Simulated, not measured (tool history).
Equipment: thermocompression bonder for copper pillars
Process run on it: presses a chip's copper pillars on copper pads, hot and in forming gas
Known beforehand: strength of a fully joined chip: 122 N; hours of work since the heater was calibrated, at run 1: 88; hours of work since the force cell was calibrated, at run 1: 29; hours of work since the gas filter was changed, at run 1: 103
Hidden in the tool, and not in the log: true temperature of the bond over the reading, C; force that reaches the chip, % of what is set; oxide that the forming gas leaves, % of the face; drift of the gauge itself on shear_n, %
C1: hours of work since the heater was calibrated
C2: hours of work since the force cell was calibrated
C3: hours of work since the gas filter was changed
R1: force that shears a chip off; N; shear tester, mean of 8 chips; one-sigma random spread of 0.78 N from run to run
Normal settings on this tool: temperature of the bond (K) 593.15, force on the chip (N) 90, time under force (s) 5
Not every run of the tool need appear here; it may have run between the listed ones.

run 1 hour=0.0 | temperature_of_the_bond_(K)=593.15 force_on_the_chip_(N)=90 time_under_force_(s)=5 | C1=88 C2=29 C3=103 | R1=59.4
run 2 hour=13.9 | temperature_of_the_bond_(K)=593.15 force_on_the_chip_(N)=90 time_under_force_(s)=5 | C1=97 C2=38 C3=113 | R1=60.5
run 3 hour=24.9 | temperature_of_the_bond_(K)=593.15 force_on_the_chip_(N)=90 time_under_force_(s)=5 | C1=105 C2=45 C3=120 | R1=60.1
run 4 hour=45.7 | temperature_of_the_bond_(K)=611.15 force_on_the_chip_(N)=90 time_under_force_(s)=5 | C1=119 C2=59 C3=134 | R1=71.9
run 5 hour=59.2 | temperature_of_the_bond_(K)=622.15 force_on_the_chip_(N)=90 time_under_force_(s)=5 | C1=128 C2=69 C3=143 | R1=76.1
run 6 hour=72.4 | temperature_of_the_bond_(K)=622.15 force_on_the_chip_(N)=90 time_under_force_(s)=5 | C1=137 C2=77 C3=152 | R1=77.4
run 7 hour=86.6 | temperature_of_the_bond_(K)=622.15 force_on_the_chip_(N)=90 time_under_force_(s)=5 | C1=146 C2=87 C3=161 | R1=76.6
run 8 hour=103.7 | temperature_of_the_bond_(K)=622.15 force_on_the_chip_(N)=90 time_under_force_(s)=5 | C1=158 C2=98 C3=173 | R1=75.1
run 9 hour=116.9 | temperature_of_the_bond_(K)=622.15 force_on_the_chip_(N)=90 time_under_force_(s)=5 | C1=166 C2=107 C3=182 | R1=76.6
run 10 hour=134.5 | temperature_of_the_bond_(K)=593.15 force_on_the_chip_(N)=90 time_under_force_(s)=5 | C1=178 C2=119 C3=193 | R1=60.1
run 11 hour=144.5 | temperature_of_the_bond_(K)=593.15 force_on_the_chip_(N)=90 time_under_force_(s)=9 | C1=185 C2=126 C3=200 | R1=72.1
run 12 hour=155.1 | temperature_of_the_bond_(K)=593.15 force_on_the_chip_(N)=90 time_under_force_(s)=9 | C1=192 C2=133 C3=207 | R1=71.8
run 13 hour=165.2 | temperature_of_the_bond_(K)=593.15 force_on_the_chip_(N)=90 time_under_force_(s)=9 | C1=199 C2=140 C3=214 | R1=72.6
run 14 hour=183.3 | temperature_of_the_bond_(K)=593.15 force_on_the_chip_(N)=90 time_under_force_(s)=11 | C1=211 C2=152 C3=226 | R1=76.7
run 15 hour=201.8 | temperature_of_the_bond_(K)=593.15 force_on_the_chip_(N)=90 time_under_force_(s)=11 | C1=223 C2=164 C3=239 | R1=78.4
run 16 hour=216.6 | temperature_of_the_bond_(K)=597.15 force_on_the_chip_(N)=90 time_under_force_(s)=11 | C1=233 C2=174 C3=249 | R1=79.2
run 17 hour=231.8 | temperature_of_the_bond_(K)=593.15 force_on_the_chip_(N)=90 time_under_force_(s)=5 | C1=244 C2=184 C3=259 | R1=61.9
run 18 hour=251.0 | temperature_of_the_bond_(K)=593.15 force_on_the_chip_(N)=90 time_under_force_(s)=5 | C1=257 C2=197 C3=272 | R1=59.8
run 19 hour=262.7 | temperature_of_the_bond_(K)=593.15 force_on_the_chip_(N)=90 time_under_force_(s)=5 | C1=264 C2=205 C3=280 | R1=59.8
-- hour=266.8 forming gas filter changed
run 20 hour=278.3 | temperature_of_the_bond_(K)=593.15 force_on_the_chip_(N)=90 time_under_force_(s)=5 | C1=274 C2=215 C3=8 | R1=60.1
run 21 hour=296.6 | temperature_of_the_bond_(K)=623.15 force_on_the_chip_(N)=90 time_under_force_(s)=3 | C1=287 C2=228 C3=20 | R1=64.9
run 22 hour=315.3 | temperature_of_the_bond_(K)=604.15 force_on_the_chip_(N)=54 time_under_force_(s)=4 | C1=299 C2=240 C3=33 | R1=35.9
run 23 hour=335.8 | temperature_of_the_bond_(K)=571.15 force_on_the_chip_(N)=90 time_under_force_(s)=13 | C1=313 C2=254 C3=46 | R1=66.9
run 24 hour=347.5 | temperature_of_the_bond_(K)=592.15 force_on_the_chip_(N)=90 time_under_force_(s)=9 | C1=321 C2=262 C3=54 | R1=71.7
run 25 hour=367.6 | temperature_of_the_bond_(K)=578.15 force_on_the_chip_(N)=61 time_under_force_(s)=5 | C1=334 C2=275 C3=68 | R1=32.1
run 26 hour=379.5 | temperature_of_the_bond_(K)=578.15 force_on_the_chip_(N)=61 time_under_force_(s)=5 | C1=342 C2=283 C3=76 | R1=32.9
run 27 hour=399.3 | temperature_of_the_bond_(K)=578.15 force_on_the_chip_(N)=61 time_under_force_(s)=5 | C1=356 C2=296 C3=89 | R1=33.4
run 28 hour=409.8 | temperature_of_the_bond_(K)=612.15 force_on_the_chip_(N)=127 time_under_force_(s)=5 | C1=363 C2=304 C3=96 | R1=91.6
run 29 hour=422.2 | temperature_of_the_bond_(K)=602.15 force_on_the_chip_(N)=97 time_under_force_(s)=9 | C1=371 C2=312 C3=104 | R1=81.0
run 30 hour=436.6 | temperature_of_the_bond_(K)=602.15 force_on_the_chip_(N)=97 time_under_force_(s)=9 | C1=381 C2=321 C3=114 | R1=83.4
run 31 hour=448.8 | temperature_of_the_bond_(K)=623.15 force_on_the_chip_(N)=85 time_under_force_(s)=6 | C1=389 C2=330 C3=122 | R1=77.0
run 32 hour=462.4 | temperature_of_the_bond_(K)=609.15 force_on_the_chip_(N)=63 time_under_force_(s)=5 | C1=398 C2=339 C3=131 | R1=47.4
run 33 hour=483.1 | temperature_of_the_bond_(K)=609.15 force_on_the_chip_(N)=63 time_under_force_(s)=6 | C1=412 C2=353 C3=145 | R1=53.1
run 34 hour=502.9 | temperature_of_the_bond_(K)=563.15 force_on_the_chip_(N)=70 time_under_force_(s)=5 | C1=425 C2=366 C3=158 | R1=32.4
run 35 hour=517.8 | temperature_of_the_bond_(K)=593.15 force_on_the_chip_(N)=90 time_under_force_(s)=5 | C1=435 C2=376 C3=168 | R1=60.0
run 36 hour=534.0 | temperature_of_the_bond_(K)=604.15 force_on_the_chip_(N)=90 time_under_force_(s)=5 | C1=446 C2=387 C3=179 | R1=66.1
run 37 hour=552.6 | temperature_of_the_bond_(K)=617.15 force_on_the_chip_(N)=97 time_under_force_(s)=5 | C1=459 C2=399 C3=192 | R1=76.5
run 38 hour=573.1 | temperature_of_the_bond_(K)=586.15 force_on_the_chip_(N)=105 time_under_force_(s)=4 | C1=472 C2=413 C3=206 | R1=59.1
run 39 hour=590.4 | temperature_of_the_bond_(K)=586.15 force_on_the_chip_(N)=105 time_under_force_(s)=4 | C1=484 C2=425 C3=217 | R1=60.0
run 40 hour=599.0 | temperature_of_the_bond_(K)=593.15 force_on_the_chip_(N)=79 time_under_force_(s)=7 | C1=490 C2=430 C3=223 | R1=59.0

Hidden state at the last listed run before each entry between runs and at the first one after, where it differs:
Run 19 -> run 20: forming gas filter changed (hour 266.8)
  oxide that the forming gas leaves, % of the face: 0.8 -> 0.51
